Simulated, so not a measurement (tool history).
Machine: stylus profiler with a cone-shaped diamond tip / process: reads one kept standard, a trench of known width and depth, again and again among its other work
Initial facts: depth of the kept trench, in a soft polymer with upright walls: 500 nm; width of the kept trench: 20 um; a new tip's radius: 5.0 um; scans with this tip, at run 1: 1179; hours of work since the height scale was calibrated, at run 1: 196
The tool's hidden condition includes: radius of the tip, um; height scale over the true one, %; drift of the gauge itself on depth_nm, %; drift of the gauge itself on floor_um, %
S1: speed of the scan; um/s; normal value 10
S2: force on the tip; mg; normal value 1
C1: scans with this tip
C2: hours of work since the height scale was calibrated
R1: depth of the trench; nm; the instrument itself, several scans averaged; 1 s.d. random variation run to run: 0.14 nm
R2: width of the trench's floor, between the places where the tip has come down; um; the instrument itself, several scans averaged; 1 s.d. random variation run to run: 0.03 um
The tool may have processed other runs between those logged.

run     day  S1    S2    C1   C2      R1     R2
  1       0  10     1  1179  196  504.27  15.37
  2   1.429  10  0.41  1302  216  502.41  15.29
  3   2.675  10  0.41  1409  234  502.45  15.32
  4   4.008  10     1  1524  253  504.06  15.29
  5   5.588  10     1  1660  275  504.28   15.3
  6   6.488  10     1  1738  288  504.28  15.25
  7   7.462   2     1  1821  302  503.99  15.35
  8   8.725   2     1  1930  320  504.18  15.33
  9   9.762   2     1  2020  335  504.22  15.32
 10  10.771  10  1.06  2107  349  504.37  15.27
 11  12.058  10  1.06  2217  368  504.38  15.24
 12  12.742  10  1.06  2276  377  504.36  15.23
 13  13.592  10  2.31  2349  390   506.9  15.25
 14  14.796  10     1  2453  407  504.28  15.19
 15  15.754  10  1.26  2536  420  504.95  15.19
 16  16.933  10  0.52  2637  437  503.12  15.11
 17  18.012  26  0.52  2730  453  503.04  15.02
 18  19.133  26  1.46  2827  469   505.4  15.09
 19  19.954  10  1.58  2897  480  505.67  15.18
 20  20.817  10  2.31  2971  493  507.24  15.16
 21  21.717  10  2.31  3049  505  507.37  15.17
 22  22.946  10     1  3155  523  504.21  15.02
 23    24.2   7     1  3263  541  504.52   15.1
 24  25.221  11     1  3351  555  504.37  15.09
 25   26.65  11  0.35  3474  576  502.86  15.01
 26  28.175  19     1  3605  598  504.76  14.99
 27  29.292  10  0.61  3701  614  503.62  15.04
 28  30.175  10  0.61  3777  626  503.56     15
 29  31.175  10  0.61  3863  640  504.06  15.02
 30  32.692   9  1.74  3994  662   506.5  15.04
 31  33.358   9  0.83  4051  672  504.76  15.06
 32  34.379   5  1.84  4139  686  506.64  15.04
 33  35.671  14  0.59  4251  705  504.06  14.95
 34  36.371  10  1.48  4311  715  506.09  14.96
 35  37.517  10  2.09  4409  731  507.12  14.93
 36  39.075   7  1.13  4544  753  505.46  14.96
 37      40   7  1.13  4623  766  505.31  14.95
 38  40.679   7  1.13  4682  776  505.35  14.89
 39   41.35   7  1.13  4739  786  505.36  14.95
 40  42.929  10  0.44  4876  808  503.67  14.91
 41  43.833   2  1.82  4953  821  506.87  14.88
 42  45.325   4  1.34  5082  842     506  14.93
 43  46.617   4  1.34  5193  861  505.98  14.91
 44  48.238   4  1.34  5333  884     506  14.88
 45  49.225  32  0.83  5417  898   504.9  14.69
 46  49.958  10  1.06  5481  909  505.61  14.85

The same runs without the tool's hidden state, with the same run-to-run variation:
run      R1     R2
  1  503.82  15.59
  2  501.92  15.53
  3  501.92  15.57
  4   503.5  15.56
  5  503.67  15.58
  6  503.65  15.54
  7  503.33  15.65
  8  503.49  15.65
  9   503.5  15.65
 10  503.62  15.61
 11  503.59  15.59
 12  503.56  15.59
 13  506.07  15.61
 14  503.42  15.57
 15  504.06  15.58
 16  502.21  15.52
 17   502.1  15.44
 18  504.43  15.52
 19  504.67  15.62
 20  506.22  15.61
 21  506.33  15.63
 22  503.13  15.49
 23  503.41  15.58
 24  503.23  15.59
 25  501.69  15.52
 26  503.54  15.52
 27  502.37  15.58
 28  502.29  15.55
 29  502.76  15.58
 30  505.16  15.61
 31   503.4  15.64
 32  505.25  15.64
 33  502.64  15.56
 34  504.64  15.57
 35  505.64  15.56
 36  503.94   15.6
 37  503.77  15.61
 38  503.79  15.55
 39  503.78  15.62
 40  502.06  15.59
 41  505.22  15.58
 42  504.31  15.63
 43  504.26  15.64
 44  504.23  15.62
 45  503.11  15.44
 46   503.8   15.6

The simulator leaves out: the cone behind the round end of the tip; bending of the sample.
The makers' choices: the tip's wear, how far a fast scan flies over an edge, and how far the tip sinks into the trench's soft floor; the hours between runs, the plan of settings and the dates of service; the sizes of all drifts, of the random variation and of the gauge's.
